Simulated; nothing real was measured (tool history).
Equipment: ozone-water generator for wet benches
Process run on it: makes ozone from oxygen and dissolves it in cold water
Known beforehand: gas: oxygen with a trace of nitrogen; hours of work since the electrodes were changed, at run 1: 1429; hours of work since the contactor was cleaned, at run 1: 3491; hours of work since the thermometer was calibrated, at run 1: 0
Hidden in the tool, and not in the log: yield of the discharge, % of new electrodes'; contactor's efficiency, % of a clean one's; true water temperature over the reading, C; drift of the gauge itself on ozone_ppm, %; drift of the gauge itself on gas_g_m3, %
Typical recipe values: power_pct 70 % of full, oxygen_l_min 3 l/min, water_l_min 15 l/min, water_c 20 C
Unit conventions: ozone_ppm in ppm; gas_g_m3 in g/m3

| run | hour | power_pct | oxygen_l_min | water_l_min | water_c | hours of work since the electrodes were changed | hours of work since the contactor was cleaned | hours of work since the thermometer was calibrated | ozone_ppm | gas_g_m3 |
|---|---|---|---|---|---|---|---|---|---|---|
| 1 | 0 | 70 | 3 | 15 | 20 | 1429 | 3491 | 0 | 18.5 | 208.8 |
| 2 | 42.1 | 70 | 3 | 11 | 20 | 1468 | 3530 | 40 | 23.6 | 203.5 |
| 3 | 89.7 | 70 | 4.24 | 15 | 20 | 1513 | 3575 | 85 | 17.7 | 161.8 |
| 4 | 119.8 | 70 | 4.24 | 15 | 20 | 1542 | 3604 | 113 | 17.7 | 161.9 |
| 5 | 159.5 | 70 | 3 | 15 | 25 | 1579 | 3641 | 151 | 17.3 | 205.6 |
| 6 | 189.1 | 70 | 3 | 15 | 25 | 1607 | 3669 | 179 | 17.2 | 206.2 |
| 7 | 217.8 | 70 | 3 | 15 | 25 | 1635 | 3697 | 206 | 16.8 | 206.9 |
| 8 | 248.4 | 70 | 3 | 15 | 25 | 1664 | 3726 | 235 | 17.3 | 205.7 |
| 9 | 282.1 | 70 | 3 | 15 | 25 | 1695 | 3757 | 267 | 17.1 | 205.3 |
| 10 | 316.7 | 70 | 3 | 15 | 25 | 1728 | 3790 | 299 | 17.2 | 203.9 |
| 11 | 349 | 70 | 3.61 | 15 | 21 | 1759 | 3821 | 330 | 17.6 | 181.4 |
| 12 | 369.1 | 70 | 3.61 | 15 | 21 | 1778 | 3840 | 349 | 17.7 | 182.7 |
| 13 | 406.4 | 70 | 3.61 | 15 | 21 | 1813 | 3875 | 384 | 17.7 | 180.8 |
| 14 | 428.4 | 70 | 3.61 | 10 | 19 | 1834 | 3896 | 405 | 24.3 | 181.6 |
| 15 | 453.8 | 70 | 3 | 12 | 19 | 1858 | 3920 | 429 | 22.3 | 203.4 |
| 16 | 475.9 | 70 | 3 | 12 | 19 | 1879 | 3941 | 450 | 22.4 | 204.8 |
| 17 | 515.9 | 70 | 2.26 | 10 | 25 | 1917 | 3979 | 488 | 24.1 | 247.9 |
| 18 | 562.9 | 50 | 2.31 | 10 | 25 | 1961 | 4023 | 532 | 19 | 190.9 |

What if the next run were any one of these 4? Each begins from the tool's condition after run 18:
| A | 594.5 | 50 | 3.43 | 10 | 25 | 1991 | 4053 | 562 | ? | ? |
| B | 594.5 | 54 | 3.09 | 10 | 20 | 1991 | 4053 | 562 | ? | ? |
| C | 594.5 | 63 | 2.31 | 20 | 14 | 1991 | 4053 | 562 | ? | ? |
| D | 594.5 | 50 | 3.28 | 10 | 25 | 1991 | 4053 | 562 | ? | ? |

| run | ozone_ppm | gas_g_m3 |
|---|---|---|
| A | 17.3 | 145 |
| B | 20.9 | 164.1 |
| C | 13.8 | 224.8 |
| D | 17.3 | 148.3 |
The same runs, with their run-to-run variation unchanged, on a tool lacking any hidden condition would have given:
| run | ozone_ppm | gas_g_m3 |
|---|---|---|
| A | 18.1 | 147.5 |
| B | 21.8 | 167.1 |
| C | 14.6 | 229.5 |
| D | 18.1 | 150.8 |
